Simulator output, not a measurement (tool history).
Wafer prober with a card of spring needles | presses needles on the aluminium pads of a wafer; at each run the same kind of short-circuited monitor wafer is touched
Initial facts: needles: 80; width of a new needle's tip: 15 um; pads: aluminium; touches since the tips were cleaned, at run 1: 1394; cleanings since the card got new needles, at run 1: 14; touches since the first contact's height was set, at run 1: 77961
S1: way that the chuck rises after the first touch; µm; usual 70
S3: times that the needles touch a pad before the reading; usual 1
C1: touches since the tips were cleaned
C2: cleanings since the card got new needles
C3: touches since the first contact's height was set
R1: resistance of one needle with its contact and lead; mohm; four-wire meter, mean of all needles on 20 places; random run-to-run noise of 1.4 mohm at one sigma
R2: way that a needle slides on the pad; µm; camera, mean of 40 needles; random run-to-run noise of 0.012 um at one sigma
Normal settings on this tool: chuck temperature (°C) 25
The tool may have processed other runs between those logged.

run 1 day=0 | S1=70 chuck_temperature_(°C)=25 S3=1 | C1=1394 C2=14 C3=77961 | R1=124 R2=14.1
run 2 day=0.342 | S1=70 chuck_temperature_(°C)=25 S3=1 | C1=3905 C2=14 C3=80472 | R1=123 R2=14.1
-- day=0.492 tips cleaned on abrasive film
run 3 day=0.738 | S1=70 chuck_temperature_(°C)=25 S3=1 | C1=1803 C2=15 C3=83365 | R1=123 R2=14.07
run 4 day=0.946 | S1=70 chuck_temperature_(°C)=25 S3=1 | C1=3360 C2=15 C3=84922 | R1=124 R2=14.06
-- day=1.175 tips cleaned on abrasive film
run 5 day=1.175 | S1=70 chuck_temperature_(°C)=25 S3=1 | C1=0 C2=16 C3=86589 | R1=120 R2=14.07
run 6 day=1.483 | S1=70 chuck_temperature_(°C)=25 S3=1 | C1=2273 C2=16 C3=88862 | R1=122 R2=14.07
run 7 day=1.654 | S1=70 chuck_temperature_(°C)=25 S3=1 | C1=3541 C2=16 C3=90130 | R1=123 R2=14.04
-- day=1.838 tips cleaned on abrasive film
run 8 day=2.042 | S1=70 chuck_temperature_(°C)=25 S3=2 | C1=1510 C2=17 C3=92950 | R1=121 R2=14.05
run 9 day=2.388 | S1=70 chuck_temperature_(°C)=25 S3=2 | C1=4064 C2=17 C3=95504 | R1=125 R2=14.02
-- day=2.517 tips cleaned on abrasive film
run 10 day=2.721 | S1=70 chuck_temperature_(°C)=25 S3=1 | C1=1513 C2=18 C3=97935 | R1=124 R2=14.01
run 11 day=3.083 | S1=70 chuck_temperature_(°C)=25 S3=1 | C1=4204 C2=18 C3=100626 | R1=124 R2=14.02
-- day=3.192 tips cleaned on abrasive film
run 12 day=3.375 | S1=70 chuck_temperature_(°C)=25 S3=1 | C1=1354 C2=19 C3=102749 | R1=120 R2=14.01
run 13 day=3.762 | S1=70 chuck_temperature_(°C)=25 S3=1 | C1=4208 C2=19 C3=105603 | R1=124 R2=13.99
-- day=3.854 tips cleaned on abrasive film
run 14 day=4.046 | S1=70 chuck_temperature_(°C)=25 S3=1 | C1=1398 C2=20 C3=107661 | R1=123 R2=13.98
run 15 day=4.271 | S1=70 chuck_temperature_(°C)=25 S3=1 | C1=3053 C2=20 C3=109316 | R1=125 R2=13.98
-- day=4.542 tips cleaned on abrasive film
run 16 day=4.642 | S1=70 chuck_temperature_(°C)=25 S3=1 | C1=725 C2=21 C3=112032 | R1=124 R2=13.96
run 17 day=4.958 | S1=70 chuck_temperature_(°C)=25 S3=1 | C1=3082 C2=21 C3=114389 | R1=123 R2=13.96
-- day=5 height of the first contact set anew
run 18 day=5.171 | S1=53 chuck_temperature_(°C)=36 S3=2 | C1=4558 C2=21 C3=1263 | R1=129 R2=10.57
-- day=5.238 tips cleaned on abrasive film
run 19 day=5.346 | S1=53 chuck_temperature_(°C)=36 S3=2 | C1=786 C2=22 C3=2509 | R1=128 R2=10.56
-- day=5.696 gauge calibrated
run 20 day=5.696 | S1=53 chuck_temperature_(°C)=36 S3=2 | C1=3369 C2=22 C3=5092 | R1=130 R2=10.67
-- day=5.917 tips cleaned on abrasive film
run 21 day=5.921 | S1=85 chuck_temperature_(°C)=100 S3=2 | C1=31 C2=23 C3=6739 | R1=134 R2=17.11
run 22 day=6.121 | S1=70 chuck_temperature_(°C)=86 S3=2 | C1=1492 C2=23 C3=8200 | R1=130 R2=14.08
run 23 day=6.533 | S1=85 chuck_temperature_(°C)=25 S3=2 | C1=4563 C2=23 C3=11271 | R1=121 R2=17.09
-- day=6.588 tips cleaned on abrasive film
run 24 day=6.708 | S1=62 chuck_temperature_(°C)=72 S3=3 | C1=901 C2=24 C3=12530 | R1=132 R2=12.47
run 25 day=6.892 | S1=70 chuck_temperature_(°C)=39 S3=1 | C1=2261 C2=24 C3=13890 | R1=124 R2=14.07
run 26 day=7.138 | S1=70 chuck_temperature_(°C)=97 S3=2 | C1=4072 C2=24 C3=15701 | R1=133 R2=14.06
-- day=7.262 tips cleaned on abrasive film
run 27 day=7.379 | S1=70 chuck_temperature_(°C)=97 S3=2 | C1=858 C2=25 C3=17456 | R1=133 R2=14.07
run 28 day=7.596 | S1=70 chuck_temperature_(°C)=97 S3=2 | C1=2446 C2=25 C3=19044 | R1=134 R2=14.04
run 29 day=7.829 | S1=88 chuck_temperature_(°C)=105 S3=2 | C1=4179 C2=25 C3=20777 | R1=131 R2=17.67
-- day=7.938 tips cleaned on abrasive film
run 30 day=8.029 | S1=88 chuck_temperature_(°C)=93 S3=2 | C1=662 C2=26 C3=22217 | R1=130 R2=17.63
run 31 day=8.371 | S1=58 chuck_temperature_(°C)=46 S3=2 | C1=3203 C2=26 C3=24758 | R1=128 R2=11.61
run 32 day=8.554 | S1=86 chuck_temperature_(°C)=46 S3=2 | C1=4529 C2=26 C3=26084 | R1=125 R2=17.22
-- day=8.6 tips cleaned on abrasive film
run 33 day=8.896 | S1=61 chuck_temperature_(°C)=25 S3=3 | C1=2196 C2=27 C3=28602 | R1=124 R2=12.22

Predict each of these 4 candidate next runs independently; none follows another, all start after run 33:
run A day=9.204 | S1=56 chuck_temperature_(°C)=25 S3=1 | C1=4457 C2=27 C3=30863 | R1=? R2=?
run B day=9.204 | S1=61 chuck_temperature_(°C)=25 S3=1 | C1=4457 C2=27 C3=30863 | R1=? R2=?
run C day=9.204 | S1=61 chuck_temperature_(°C)=25 S3=3 | C1=4457 C2=27 C3=30863 | R1=? R2=?
run D day=9.204 | S1=70 chuck_temperature_(°C)=25 S3=2 | C1=4457 C2=27 C3=30863 | R1=? R2=?

run=A R1=125 R2=11.21
run=B R1=124 R2=12.21
run=C R1=126 R2=12.19
run=D R1=122 R2=14.02
Take away the tool's hidden state, keep each run's random variation, and the runs would have read:
run=A R1=124 R2=11.29
run=B R1=123 R2=12.29
run=C R1=126 R2=12.28
run=D R1=122 R2=14.11
